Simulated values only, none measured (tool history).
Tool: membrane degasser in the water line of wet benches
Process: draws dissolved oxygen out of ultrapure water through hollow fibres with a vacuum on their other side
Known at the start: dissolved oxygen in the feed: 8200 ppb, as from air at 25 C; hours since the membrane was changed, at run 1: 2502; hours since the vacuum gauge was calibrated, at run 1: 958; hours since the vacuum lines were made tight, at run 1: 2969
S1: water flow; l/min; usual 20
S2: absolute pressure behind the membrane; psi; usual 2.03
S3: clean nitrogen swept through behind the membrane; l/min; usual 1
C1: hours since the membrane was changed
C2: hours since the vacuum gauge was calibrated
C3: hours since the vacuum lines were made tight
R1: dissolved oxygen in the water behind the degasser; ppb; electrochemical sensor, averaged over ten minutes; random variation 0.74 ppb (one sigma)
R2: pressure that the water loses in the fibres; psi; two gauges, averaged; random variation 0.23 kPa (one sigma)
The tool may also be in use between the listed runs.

run	hour	S1	S2	S3	C1	C2	C3	R1	R2
1	0	20	2.03	1	2502	958	2969	459.6	8.414
2	41.4	20	2.03	1	2544	1000	3011	460.7	8.385
3	102.6	20	2.03	1	2605	1061	3072	461.8	8.418
4	140.4	20	2.03	1	2643	1099	3110	460.6	8.34
5	202.7	15	2.03	1	2705	1161	3172	358.8	6.344
6	236.9	15	2.03	1	2739	1195	3206	357.7	6.29
7	272.8	20	2.03	1	2775	1231	3242	461.8	8.454
8	334.7	21	2.03	1	2837	1293	3304	481.3	8.881
9	395.6	21	2.03	1	2898	1354	3365	481.6	8.862
10	451.9	20	2.03	1.73	2954	1410	3421	285.6	8.422
11	498	20	2.03	1	3000	1456	3467	461.7	8.492
12	538.8	25	2.03	1	3041	1497	3508	558.1	10.64
13	576.7	25	2.03	1	3079	1535	3546	557.5	10.628
14	622	25	2.03	1	3124	1581	3591	558	10.583
15	668.1	25	2.03	1	3170	1627	3637	555.4	10.683
16	719.9	25	2.03	1	3222	1678	3689	558.6	10.581
17	783.6	25	2.03	1	3286	1742	3753	558.5	10.647
18	839.5	20	2.03	1.28	3342	1798	3809	372.6	8.524
19	873.2	20	2.03	1.28	3376	1832	3842	373	8.514
# hour 906.9: gauge calibrated
20	935.2	20	2.03	1.28	3438	1894	3904	372.1	8.354
21	981.1	20	2.03	1.12	3483	1940	3950	418.8	8.376
22	1033	20	2.47	1.42	3535	1991	4002	430.3	8.385
23	1091.6	16	1.32	1	3594	2050	4061	211.3	6.711
24	1149.6	20	4.9	0.93	3652	2108	4119	1260	8.48
25	1200	20	2.34	1	3702	2158	4169	543.7	8.48
26	1240.4	16	2.36	2.07	3743	2199	4210	237.7	6.84
27	1283.1	16	4.55	0.77	3786	2242	4252	1141.8	6.779
28	1346.6	16	4.55	0.77	3849	2305	4316	1140.8	6.77
29	1384.8	16	4.55	0.77	3887	2343	4354	1139.7	6.798
30	1424.7	19	2.03	1.91	3927	2383	4394	248.6	8.093
31	1466.9	19	2.03	1.91	3969	2425	4436	249.1	8.092
# hour 1502: gauge calibrated
32	1502	13	1.57	0.72	4004	2460	4471	300.4	5.488

How the hidden state differs across the entries between the runs, from the last listed run before each to the first after it:
Between runs 19 and 20: gauge calibrated (hour 906.9)
  drift of the gauge itself on loss_of_pressure_kpa, %: 1.92 -> 0.06
  measured less the result without the state, R2: +0.165 -> +0.009 psi
Between runs 31 and 32: gauge calibrated (hour 1502)
  drift of the gauge itself on loss_of_pressure_kpa, %: 1.23 -> 0
  measured less the result without the state, R2: +0.103 -> +0.003 psi

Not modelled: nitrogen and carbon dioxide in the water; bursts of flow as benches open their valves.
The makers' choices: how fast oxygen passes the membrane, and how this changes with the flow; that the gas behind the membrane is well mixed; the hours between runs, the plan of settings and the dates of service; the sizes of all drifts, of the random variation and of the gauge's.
